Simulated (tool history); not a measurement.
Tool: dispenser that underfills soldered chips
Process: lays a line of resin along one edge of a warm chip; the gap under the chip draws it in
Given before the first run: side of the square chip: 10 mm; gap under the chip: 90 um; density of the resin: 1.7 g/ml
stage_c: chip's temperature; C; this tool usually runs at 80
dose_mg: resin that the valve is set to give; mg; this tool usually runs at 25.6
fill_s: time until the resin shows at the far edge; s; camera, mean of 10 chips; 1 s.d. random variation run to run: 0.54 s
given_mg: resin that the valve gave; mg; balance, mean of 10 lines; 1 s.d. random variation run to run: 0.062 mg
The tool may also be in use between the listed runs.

run	day	stage_c	dose_mg	fill_s	given_mg
1	0	80	25.6	48.9	24.38
2	0.167	80	25.6	56	24.28
# day 0.3: new syringe of resin
# day 0.379: dispensing valve cleaned and set on the balance
3	0.467	80	25.6	49.5	25.57
4	0.638	78	25.6	62	25.51
# day 0.746: new syringe of resin
5	0.883	78	30.6	53.8	30.46
# day 1.133: new syringe of resin
6	1.192	78	32.3	49.7	32.26
7	1.45	78	32.3	60.5	32.12
# day 1.529: new syringe of resin
8	1.604	78	32.3	49.7	31.94
9	1.767	78	32.3	57.5	31.91
# day 1.938: new syringe of resin
10	2.083	78	32.3	52.5	31.94
# day 2.338: new syringe of resin
11	2.4	80	24.7	45.6	24.45
12	2.683	80	25.6	57.7	25.19
# day 2.742: new syringe of resin
13	2.917	80	25.6	48.9	25.19
# day 3.142: new syringe of resin
14	3.171	80	25.6	44.2	25.09
15	3.446	88	25.6	37.6	25.11
# day 3.529: new syringe of resin
16	3.642	88	26.6	32.3	26.03
17	3.875	88	26.6	38.9	26.03
# day 3.917: new syringe of resin
18	4.162	88	26.6	36.5	25.9
# day 4.312: new syringe of resin
19	4.321	88	26.6	29.6	25.93
20	4.479	88	26.6	33.2	25.79
# day 4.717: new syringe of resin
21	4.8	88	26.6	31.9	25.75
22	5.025	68	31.3	104.1	30.28
# day 5.108: new syringe of resin
23	5.204	85	22.9	37.7	22.19
24	5.379	77	30.9	61.3	30.03
# day 5.504: new syringe of resin
25	5.621	81	25.9	46.6	24.98
26	5.8	66	24.8	116.7	23.91
# day 5.908: new syringe of resin
27	6.146	89	31.7	33	30.53
# day 6.308: new syringe of resin
28	6.438	80	23.9	49.3	22.86
29	6.6	84	25.6	44.4	24.5
# day 6.712: new syringe of resin
30	6.767	70	27.2	75.7	26.04
31	6.992	80	30.9	54.6	29.57
# day 7.121: new syringe of resin
32	7.292	80	30.9	50	29.52
# day 7.521: new syringe of resin
33	7.533	77	25.9	50	24.55
34	7.767	71	28.8	82.2	27.41

Below, each run's measurement less what the same run would have read without the hidden state. Both values contain the same run-to-run variation, but the gauge's scatter may not be the same in both:
Unlogged tool condition in this case: resin's viscosity, % of fresh resin's; dose that the valve gives, % of what is set; true chip temperature over the reading, C; drift of the gauge itself on fill_s, %; drift of the gauge itself on given_mg, %.
run	fill_s	given_mg
1	+4	-1.23
2	+11.1	-1.25
3	+4.4	-0.04
4	+12.9	-0.06
5	+5.1	-0.12
6	+0.7	-0.2
7	+12.3	-0.25
8	+2	-0.28
9	+9.1	-0.31
10	+4.2	-0.38
11	+1.3	-0.34
12	+13.4	-0.4
13	+5.1	-0.44
14	-0.1	-0.48
15	+7.7	-0.54
16	+2.2	-0.59
17	+9	-0.63
18	+6.2	-0.68
19	-0.4	-0.71
20	+3.7	-0.73
21	+1.3	-0.79
22	+20.7	-0.98
23	+2.3	-0.74
24	+11.2	-1.04
25	+3.6	-0.91
26	+23.6	-0.9
27	+5.2	-1.21
28	+3.9	-0.96
29	+8.7	-1.06
30	+2	-1.16
31	+10.4	-1.36
32	+5.3	-1.42
33	-1.7	-1.22
34	+12	-1.42
